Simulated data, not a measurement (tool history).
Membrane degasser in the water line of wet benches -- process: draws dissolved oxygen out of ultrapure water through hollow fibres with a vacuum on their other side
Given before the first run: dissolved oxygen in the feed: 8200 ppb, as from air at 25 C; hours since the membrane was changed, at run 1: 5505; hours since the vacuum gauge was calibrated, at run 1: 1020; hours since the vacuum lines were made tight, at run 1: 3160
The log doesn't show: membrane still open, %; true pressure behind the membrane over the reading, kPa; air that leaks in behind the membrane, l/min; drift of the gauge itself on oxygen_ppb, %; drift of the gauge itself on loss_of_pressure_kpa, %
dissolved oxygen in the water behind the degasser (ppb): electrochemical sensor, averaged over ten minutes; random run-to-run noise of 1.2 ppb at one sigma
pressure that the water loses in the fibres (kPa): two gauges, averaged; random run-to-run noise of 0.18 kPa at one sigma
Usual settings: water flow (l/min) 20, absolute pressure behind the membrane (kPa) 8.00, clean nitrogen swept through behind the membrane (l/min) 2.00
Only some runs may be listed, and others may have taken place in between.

run	hour	water flow (l/min)	absolute pressure behind the membrane (kPa)	clean nitrogen swept through behind the membrane (l/min)	hours since the membrane was changed	hours since the vacuum gauge was calibrated	hours since the vacuum lines were made tight	dissolved oxygen in the water behind the degasser (ppb)	pressure that the water loses in the fibres (kPa)
1	0.0	20	8.00	2.00	5505	1020	3160	127.3	36.66
2	146.0	20	8.00	2.00	5651	1166	3306	127.7	36.68
3	218.5	20	8.00	2.00	5723	1238	3379	126.4	37.38
4	354.8	24	8.00	2.00	5859	1375	3515	156.4	44.26
5	428.5	24	8.00	2.00	5933	1449	3589	154.7	44.88
6	521.9	20	8.00	2.00	6027	1542	3682	128.5	36.72
7	689.3	20	8.00	2.00	6194	1709	3849	130.2	37.02
8	811.6	20	15.55	2.00	6316	1832	3972	299.9	36.90
9	884.3	20	15.55	2.00	6389	1904	4044	297.0	37.04
10	1040.2	20	8.00	2.00	6545	2060	4200	130.3	37.02
11	1125.0	30	8.00	2.00	6630	2145	4285	199.7	56.07
12	1220.5	30	8.00	2.00	6725	2240	4380	194.5	55.90
13	1373.1	20	8.00	1.32	6878	2393	4533	183.3	37.16
14	1481.4	20	8.00	1.32	6986	2501	4641	181.4	36.99
15	1554.5	20	8.00	1.32	7059	2575	4715	182.6	37.10
16	1692.9	20	8.00	1.32	7198	2713	4853	182.0	37.58
17	1860.6	20	8.00	1.32	7365	2881	5021	186.7	37.50
18	1929.6	20	6.53	1.32	7434	2950	5090	135.7	37.14
19	2065.8	20	18.75	1.45	7571	3086	5226	491.9	37.31
20	2165.7	27	10.25	1.32	7670	3186	5326	343.7	50.42

Run 21 comes next. What will it give?
21	2258.6	27	10.25	1.32	7763	3279	5419	?	?

Run 21 gave dissolved oxygen in the water behind the degasser (ppb) 340.3, pressure that the water loses in the fibres (kPa) 50.35.
With the hidden condition absent and the run-to-run variation left alone, this run would have shown dissolved oxygen in the water behind the degasser (ppb) 326.8, pressure that the water loses in the fibres (kPa) 48.45.
